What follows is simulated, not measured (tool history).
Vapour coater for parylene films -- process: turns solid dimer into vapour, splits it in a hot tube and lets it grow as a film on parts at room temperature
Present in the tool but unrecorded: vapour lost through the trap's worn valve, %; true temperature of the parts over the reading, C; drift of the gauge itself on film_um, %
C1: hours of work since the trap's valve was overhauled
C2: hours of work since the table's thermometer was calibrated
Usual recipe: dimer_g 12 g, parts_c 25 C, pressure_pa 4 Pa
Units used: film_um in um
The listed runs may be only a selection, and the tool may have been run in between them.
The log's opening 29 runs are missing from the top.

run 30 hour=1394.4 | dimer_g=10 parts_c=27 pressure_pa=2.46 | C1=51 C2=1551 | film_um=6.07
run 31 hour=1422.2 | dimer_g=12 parts_c=29 pressure_pa=2.02 | C1=63 C2=1563 | film_um=6.68
run 32 hour=1484.6 | dimer_g=12 parts_c=29 pressure_pa=2.02 | C1=90 C2=1590 | film_um=6.56
run 33 hour=1528.2 | dimer_g=11 parts_c=22 pressure_pa=2.02 | C1=109 C2=1609 | film_um=8.64
run 34 hour=1587.9 | dimer_g=7 parts_c=18 pressure_pa=2.45 | C1=134 C2=1634 | film_um=6.59
run 35 hour=1629.1 | dimer_g=7 parts_c=18 pressure_pa=2.45 | C1=152 C2=1652 | film_um=6.48
run 36 hour=1692.1 | dimer_g=7 parts_c=18 pressure_pa=2.45 | C1=179 C2=1679 | film_um=6.45
run 37 hour=1721.3 | dimer_g=12 parts_c=25 pressure_pa=7.71 | C1=192 C2=1692 | film_um=7.32
run 38 hour=1763.1 | dimer_g=7 parts_c=35 pressure_pa=6.85 | C1=210 C2=1710 | film_um=2.64
run 39 hour=1796.2 | dimer_g=11 parts_c=18 pressure_pa=7.54 | C1=224 C2=1724 | film_um=9.22
run 40 hour=1834.1 | dimer_g=12 parts_c=17 pressure_pa=4.52 | C1=240 C2=1740 | film_um=10.89
run 41 hour=1892.3 | dimer_g=12 parts_c=25 pressure_pa=9.32 | C1=265 C2=1765 | film_um=7.04
run 42 hour=1934.4 | dimer_g=12 parts_c=25 pressure_pa=9.32 | C1=283 C2=1783 | film_um=7.01
run 43 hour=1980.3 | dimer_g=9 parts_c=25 pressure_pa=3.04 | C1=303 C2=1803 | film_um=5.48

What if the next run were any one of these 4? Each begins from the tool's condition after run 43:
run A hour=2010.2 | dimer_g=10 parts_c=30 pressure_pa=2.89 | C1=316 C2=1816 | film_um=?
run B hour=2010.2 | dimer_g=12 parts_c=27 pressure_pa=6.42 | C1=316 C2=1816 | film_um=?
run C hour=2010.2 | dimer_g=9 parts_c=25 pressure_pa=4.62 | C1=316 C2=1816 | film_um=?
run D hour=2010.2 | dimer_g=9 parts_c=23 pressure_pa=3.04 | C1=316 C2=1816 | film_um=?

run=A film_um=4.78
run=B film_um=6.39
run=C film_um=5.31
run=D film_um=6.02
Had the tool no hidden state, the same runs would have come out as:
run=A film_um=5.43
run=B film_um=7.26
run=C film_um=6.05
run=D film_um=6.86
